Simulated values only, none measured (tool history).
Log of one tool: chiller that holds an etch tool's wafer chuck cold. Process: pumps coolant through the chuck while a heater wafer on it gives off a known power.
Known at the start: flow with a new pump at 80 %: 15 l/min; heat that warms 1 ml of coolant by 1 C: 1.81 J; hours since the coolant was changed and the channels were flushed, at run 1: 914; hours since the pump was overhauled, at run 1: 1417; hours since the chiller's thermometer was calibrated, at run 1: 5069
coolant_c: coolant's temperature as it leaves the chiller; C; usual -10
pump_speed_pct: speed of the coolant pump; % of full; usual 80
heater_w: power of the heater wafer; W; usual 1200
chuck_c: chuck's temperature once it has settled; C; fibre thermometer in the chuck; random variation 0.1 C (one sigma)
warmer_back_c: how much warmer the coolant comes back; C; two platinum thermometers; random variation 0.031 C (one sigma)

run   hour  coolant_c  pump_speed_pct  heater_w  hours since the coolant was changed and the channels were flushed  hours since the pump was overhauled  hours since the chiller's thermometer was calibrated  chuck_c  warmer_back_c
  1    0.0        -10              80      1200                                                                914                                 1417                                                  5069     -2.3           2.68
  2   25.9        -10              80      1200                                                                940                                 1443                                                  5095     -2.3           2.77
  3   54.8        -10              80      1200                                                                969                                 1472                                                  5123     -2.2           2.73
  4   85.4        -10              70      1200                                                                999                                 1503                                                  5154     -1.3           3.12
  5  117.7        -10              70      1200                                                               1031                                 1535                                                  5186     -1.0           3.19
  6  133.8        -10              70      1200                                                               1048                                 1551                                                  5202     -1.3           3.09
  7  165.8        -10              80      1280                                                               1080                                 1583                                                  5234     -1.5           2.86
  8  191.9        -10              80      1280                                                               1106                                 1609                                                  5261     -1.5           2.89
  9  216.0        -10              80      1280                                                               1130                                 1633                                                  5285     -1.4           2.90
 10  246.9        -10              80      1280                                                               1161                                 1664                                                  5316     -1.5           2.91
 11  271.1        -10              80      1668                                                               1185                                 1688                                                  5340      1.2           3.77
 12  290.8        -10              80      1200                                                               1205                                 1708                                                  5359     -2.1           2.68
 13  316.5        -10              79      1200                                                               1230                                 1734                                                  5385     -1.9           2.80
 14  352.4        -10              80      1200                                                               1266                                 1770                                                  5421     -2.1           2.77
 15  370.1         -5              80      1200                                                               1284                                 1787                                                  5439      3.0           2.69
 16  388.3         -5              80      1200                                                               1302                                 1806                                                  5457      3.1           2.72
 17  418.7         -5              80      1200                                                               1333                                 1836                                                  5487      2.9           2.68
 18  446.7         -9              71       770                                                               1360                                 1864                                                  5515     -3.8           1.91
 19  470.0        -10              84      1484                                                               1384                                 1887                                                  5539     -0.4           3.17
 20  486.9        -18              74       914                                                               1401                                 1904                                                  5556    -11.7           2.30
 21  515.2        -18              74       914                                                               1429                                 1932                                                  5584    -11.6           2.29
 22  531.9        -17              88       864                                                               1446                                 1949                                                  5601    -11.9           1.81
 23  555.7        -19              71       894                                                               1470                                 1973                                                  5624    -12.5           2.25
 24  573.6         -4              68      1273                                                               1487                                 1991                                                  5642      5.9           3.48
 25  588.9         -9              86      1200                                                               1503                                 2006                                                  5658     -1.2           2.54
 26  608.6        -10              84      1200                                                               1522                                 2026                                                  5677     -2.2           2.61
 27  643.7        -10              68      1200                                                               1557                                 2061                                                  5712     -0.7           3.22
 28  673.2        -10              68      1200                                                               1587                                 2090                                                  5742     -0.8           3.19
 29  704.6        -10              68      1200                                                               1618                                 2122                                                  5773     -0.7           3.28
 30  729.0        -10              68      1200                                                               1643                                 2146                                                  5798     -0.8           3.29
 31  751.2        -10              63      1357                                                               1665                                 2169                                                  5820      1.3           4.00

The same runs without the tool's hidden state, with the same run-to-run variation:
The hidden state here: heat passed by the chuck's channels, % of clean ones'; flow at a given pump speed, % of a new pump's; coolant's true temperature over the reading, C; drift of the gauge itself on chuck_c, C; drift of the gauge itself on warmer_back_c, C.
run  chuck_c  warmer_back_c
  1     -2.2           2.62
  2     -2.3           2.71
  3     -2.2           2.67
  4     -1.2           3.05
  5     -1.0           3.12
  6     -1.3           3.01
  7     -1.5           2.79
  8     -1.5           2.82
  9     -1.4           2.82
 10     -1.5           2.83
 11      1.0           3.66
 12     -2.1           2.61
 13     -1.9           2.72
 14     -2.1           2.69
 15      3.0           2.61
 16      3.1           2.64
 17      2.9           2.60
 18     -3.7           1.85
 19     -0.6           3.07
 20    -11.7           2.23
 21    -11.6           2.22
 22    -11.8           1.75
 23    -12.4           2.17
 24      5.7           3.36
 25     -1.3           2.45
 26     -2.3           2.52
 27     -0.9           3.11
 28     -1.0           3.07
 29     -0.9           3.16
 30     -1.0           3.16
 31      0.9           3.84
